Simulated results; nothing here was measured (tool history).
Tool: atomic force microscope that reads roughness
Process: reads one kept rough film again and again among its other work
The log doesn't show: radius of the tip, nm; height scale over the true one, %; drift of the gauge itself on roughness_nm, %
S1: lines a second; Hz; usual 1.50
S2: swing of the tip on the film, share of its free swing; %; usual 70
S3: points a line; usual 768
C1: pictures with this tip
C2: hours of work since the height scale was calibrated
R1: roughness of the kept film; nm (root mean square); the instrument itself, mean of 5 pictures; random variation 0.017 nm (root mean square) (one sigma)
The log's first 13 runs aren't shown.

| run | hour | S1 | S2 | S3 | C1 | C2 | R1 |
|---|---|---|---|---|---|---|---|
| 14 | 244.9 | 0.66 | 70 | 768 | 138 | 18 | 4.125 |
| 15 | 261.1 | 0.66 | 70 | 768 | 154 | 27 | 4.098 |
| 16 | 280.3 | 0.66 | 70 | 557 | 172 | 38 | 4.066 |
| 17 | 301.7 | 0.66 | 70 | 557 | 192 | 50 | 4.046 |
|  | 315.0 | height scale calibrated on a step standard, once more |
| 18 | 330.3 | 1.48 | 84 | 557 | 219 | 9 | 3.743 |
| 19 | 355.6 | 0.83 | 55 | 581 | 243 | 23 | 3.991 |
| 20 | 375.5 | 0.83 | 55 | 581 | 262 | 34 | 3.954 |
| 21 | 392.6 | 1.15 | 88 | 581 | 278 | 44 | 3.740 |
| 22 | 416.8 | 1.15 | 88 | 581 | 301 | 57 | 3.682 |
| 23 | 430.8 | 0.78 | 74 | 581 | 315 | 65 | 3.845 |
| 24 | 446.2 | 0.78 | 74 | 581 | 329 | 74 | 3.835 |
| 25 | 457.8 | 1.73 | 88 | 768 | 341 | 80 | 3.526 |
| 26 | 479.0 | 0.85 | 88 | 322 | 361 | 92 | 3.692 |
| 27 | 495.3 | 1.50 | 69 | 549 | 376 | 101 | 3.756 |
|  | 508.8 | new tip fitted |
| 28 | 511.5 | 1.50 | 69 | 549 | 2 | 110 | 4.209 |
| 29 | 534.5 | 1.50 | 69 | 549 | 24 | 123 | 4.160 |
| 30 | 555.9 | 2.91 | 87 | 931 | 45 | 135 | 3.589 |
| 31 | 577.4 | 2.91 | 87 | 931 | 65 | 147 | 3.585 |
| 32 | 596.0 | 3.88 | 56 | 960 | 83 | 158 | 4.066 |
| 33 | 613.9 | 3.88 | 56 | 960 | 100 | 168 | 4.038 |
| 34 | 631.1 | 1.08 | 58 | 768 | 117 | 178 | 4.136 |

Forecast each of these 4 alternatives for the next run:
| A | 648.1 | 1.14 | 74 | 299 | 133 | 187 | ? |
| B | 648.1 | 2.35 | 79 | 768 | 133 | 187 | ? |
| C | 648.1 | 2.06 | 70 | 768 | 133 | 187 | ? |
| D | 648.1 | 1.36 | 84 | 514 | 133 | 187 | ? |

| run | R1 |
|---|---|
| A | 4.036 |
| B | 3.761 |
| C | 3.968 |
| D | 3.897 |
Without the tool's hidden state the same runs would have given:
| run | R1 |
|---|---|
| A | 4.198 |
| B | 3.912 |
| C | 4.127 |
| D | 4.053 |
